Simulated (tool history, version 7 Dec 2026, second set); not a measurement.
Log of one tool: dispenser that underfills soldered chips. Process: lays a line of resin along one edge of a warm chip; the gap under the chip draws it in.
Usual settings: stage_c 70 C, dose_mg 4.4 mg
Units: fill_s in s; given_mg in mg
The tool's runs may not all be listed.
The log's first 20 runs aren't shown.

run   hour  stage_c  dose_mg  hours of work since the syringe was changed  hours of work since the valve was cleaned  hours of work since the stage was calibrated  fill_s  given_mg
     199.4  -- new syringe of resin
 21  205.6       73     3.97                                            5                                         60                                           443       6      3.75
     209.5  -- new syringe of resin
 22  211.8       73     3.97                                            2                                         64                                           448     4.8      3.74
 23  218.2       83     4.55                                            6                                         69                                           452       4      4.23
     219.5  -- new syringe of resin
 24  225.5       84     4.92                                            4                                         74                                           457     3.5      4.61
     229.6  -- new syringe of resin
 25    237       84     4.15                                            5                                         82                                           466       4      3.86
       240  -- new syringe of resin
 26    248       84     4.69                                            6                                         90                                           473     3.4      4.32
     250.6  -- new syringe of resin
     251.6  -- dispensing valve cleaned and set on the balance
 27  257.2       68     3.79                                            4                                          4                                           479     7.1      3.76
     261.2  -- new syringe of resin
 28  265.5       68     3.79                                            3                                         10                                           485       7      3.77
     271.4  -- new syringe of resin
 29  277.2       81     4.02                                            4                                         18                                           493     4.2      3.97
     281.2  -- new syringe of resin
 30  286.8       81     4.02                                            4                                         25                                           500     3.4       3.9
       291  -- new syringe of resin
 31  298.1       81     4.99                                            5                                         33                                           508     3.5      4.85
     301.6  -- new syringe of resin
 32  308.4       70     5.03                                            5                                         40                                           515     6.4      4.78
     311.6  -- new syringe of resin
 33  319.5       73     3.83                                            6                                         48                                           523     6.2      3.68
     321.8  -- new syringe of resin
 34    329       84     3.71                                            5                                         55                                           530     4.1      3.53

Forecast each of these 3 alternatives for the next run:
     331.8  -- new syringe of resin
  A   341       84     4.45                                            7                                         63                                           538       ?         ?
     331.8  -- new syringe of resin
  B   341       84     4.35                                            7                                         63                                           538       ?         ?
     331.8  -- new syringe of resin
  C   341       68     3.71                                            7                                         63                                           538       ?         ?

run  fill_s  given_mg
  A     4.2      4.16
  B     4.3      4.08
  C     8.2      3.51
Without the tool's hidden state the same runs would have given:
run  fill_s  given_mg
  A     3.4      4.43
  B     3.5      4.35
  C     6.5      3.73
